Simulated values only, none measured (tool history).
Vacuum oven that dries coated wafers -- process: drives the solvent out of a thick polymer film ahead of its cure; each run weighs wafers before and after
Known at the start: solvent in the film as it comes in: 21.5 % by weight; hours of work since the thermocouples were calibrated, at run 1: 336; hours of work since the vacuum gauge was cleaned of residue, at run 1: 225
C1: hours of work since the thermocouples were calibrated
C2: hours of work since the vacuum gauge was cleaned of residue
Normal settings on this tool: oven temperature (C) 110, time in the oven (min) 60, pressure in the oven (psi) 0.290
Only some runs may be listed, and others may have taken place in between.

Run 1, hour 0.0: usual settings; C1 336; C2 225. Result: solvent left in the film (%) 3.974.
Run 2, hour 13.6: usual settings; C1 345; C2 234. Result: solvent left in the film (%) 3.975.
Run 3, hour 21.5: usual settings; C1 350; C2 239. Result: solvent left in the film (%) 3.965.
Run 4, hour 30.4: usual settings; C1 356; C2 245. Result: solvent left in the film (%) 3.972.
Run 5, hour 36.3: usual settings but time in the oven (min) 46; C1 360; C2 249. Result: solvent left in the film (%) 5.491.
Run 6, hour 42.1: usual settings but oven temperature (C) 114; C1 364; C2 252. Result: solvent left in the film (%) 2.930.
Run 7, hour 52.0: usual settings but time in the oven (min) 91; C1 370; C2 259. Result: solvent left in the film (%) 2.123.
Run 8, hour 64.6: usual settings; C1 378; C2 267. Result: solvent left in the film (%) 3.972.
Run 9, hour 72.0: usual settings; C1 383; C2 272. Result: solvent left in the film (%) 3.972.
Run 10, hour 79.4: usual settings but time in the oven (min) 96; C1 388; C2 277. Result: solvent left in the film (%) 1.938.
Run 11, hour 86.2: usual settings; C1 392; C2 281. Result: solvent left in the film (%) 3.960.
Run 12, hour 93.8: usual settings but oven temperature (C) 122, time in the oven (min) 44, pressure in the oven (psi) 0.515; C1 397; C2 286. Result: solvent left in the film (%) 2.842.
Run 13, hour 101.2: usual settings but oven temperature (C) 95, time in the oven (min) 89, pressure in the oven (psi) 0.255; C1 402; C2 291. Result: solvent left in the film (%) 6.372.
At hour 104.0: vacuum gauge cleaned of residue and calibrated.
Run 14, hour 110.1: usual settings but oven temperature (C) 104, time in the oven (min) 74, pressure in the oven (psi) 0.280; C1 407; C2 4. Result: solvent left in the film (%) 4.563.
Run 15, hour 116.5: usual settings but oven temperature (C) 104, time in the oven (min) 74, pressure in the oven (psi) 0.280; C1 411; C2 8. Result: solvent left in the film (%) 4.558.
Run 16, hour 124.7: usual settings but oven temperature (C) 104, time in the oven (min) 57, pressure in the oven (psi) 0.280; C1 417; C2 14. Result: solvent left in the film (%) 6.079.
Run 17, hour 132.7: usual settings but oven temperature (C) 100, time in the oven (min) 43, pressure in the oven (psi) 0.673; C1 422; C2 19. Result: solvent left in the film (%) 9.940.
Run 18, hour 141.1: usual settings but oven temperature (C) 100, time in the oven (min) 43, pressure in the oven (psi) 0.673; C1 427; C2 24. Result: solvent left in the film (%) 9.951.
Run 19, hour 151.3: usual settings but oven temperature (C) 97, pressure in the oven (psi) 1.020; C1 434; C2 31. Result: solvent left in the film (%) 10.027.
Run 20, hour 160.6: usual settings but oven temperature (C) 105, time in the oven (min) 87, pressure in the oven (psi) 0.168; C1 440; C2 37. Result: solvent left in the film (%) 3.150.
At hour 163.7: vacuum gauge cleaned of residue and calibrated, once more.
Run 21, hour 173.7: usual settings but time in the oven (min) 82; C1 447; C2 6. Result: solvent left in the film (%) 2.471.
Run 22, hour 180.8: usual settings but oven temperature (C) 115, time in the oven (min) 48; C1 452; C2 11. Result: solvent left in the film (%) 3.744.

Below are 3 alternative next runs, each starting from the tool's condition after run 22. Predict each:
Run A, hour 194.5: usual settings but oven temperature (C) 111, time in the oven (min) 93; C1 461; C2 20. Result: solvent left in the film (%) ?.
Run B, hour 194.5: usual settings but oven temperature (C) 115, time in the oven (min) 48, pressure in the oven (psi) 0.187; C1 461; C2 20. Result: solvent left in the film (%) ?.
Run C, hour 194.5: usual settings but oven temperature (C) 98, time in the oven (min) 33; C1 461; C2 20. Result: solvent left in the film (%) ?.

run  solvent left in the film (%)
  A                         1.834
  B                         3.558
  C                        11.148
Without the tool's hidden state the same runs would have given:
run  solvent left in the film (%)
  A                         1.978
  B                         3.781
  C                        11.382
